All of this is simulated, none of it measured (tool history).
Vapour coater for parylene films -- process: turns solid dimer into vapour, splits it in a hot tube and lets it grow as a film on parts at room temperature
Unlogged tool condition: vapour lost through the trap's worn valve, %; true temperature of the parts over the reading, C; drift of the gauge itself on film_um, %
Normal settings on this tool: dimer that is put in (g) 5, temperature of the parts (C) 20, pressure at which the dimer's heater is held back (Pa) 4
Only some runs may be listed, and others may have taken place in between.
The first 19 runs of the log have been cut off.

| run | hour | dimer that is put in (g) | temperature of the parts (C) | pressure at which the dimer's heater is held back (Pa) | hours of work since the trap's valve was overhauled | hours of work since the table's thermometer was calibrated | thickness of the film (µm) |
|---|---|---|---|---|---|---|---|
|  | 1148.5 | table's thermometer calibrated |
| 20 | 1173 | 3 | 20 | 4 | 131 | 18 | 0.674 |
| 21 | 1241.1 | 3 | 20 | 4 | 182 | 69 | 0.682 |
| 22 | 1284.8 | 3 | 20 | 4 | 214 | 101 | 0.677 |
| 23 | 1334 | 5 | 13 | 4 | 251 | 138 | 1.351 |
| 24 | 1413.5 | 4 | 13 | 4 | 310 | 197 | 1.061 |
| 25 | 1449 | 5 | 21 | 4 | 336 | 223 | 1.051 |
| 26 | 1517.8 | 3 | 26 | 4 | 388 | 274 | 0.541 |
|  | 1543.8 | trap's valve overhauled |
| 27 | 1554.8 | 5 | 12 | 3.4 | 8 | 299 | 1.514 |
| 28 | 1593.6 | 5 | 23 | 4.59 | 37 | 328 | 1.055 |
|  | 1622 | table's thermometer calibrated, once more |
| 29 | 1664 | 6 | 26 | 5.78 | 89 | 31 | 1.175 |
| 30 | 1717.3 | 6 | 26 | 5.78 | 128 | 71 | 1.163 |

Run 31, settings as shown, results not yet in. Your forecast:
| 31 | 1759.5 | 6 | 26 | 5.78 | 159 | 102 | ? |

Run 31 gave thickness of the film (µm) 1.139.
Minus the tool's unlogged condition, the same run would have read thickness of the film (µm) 1.194.
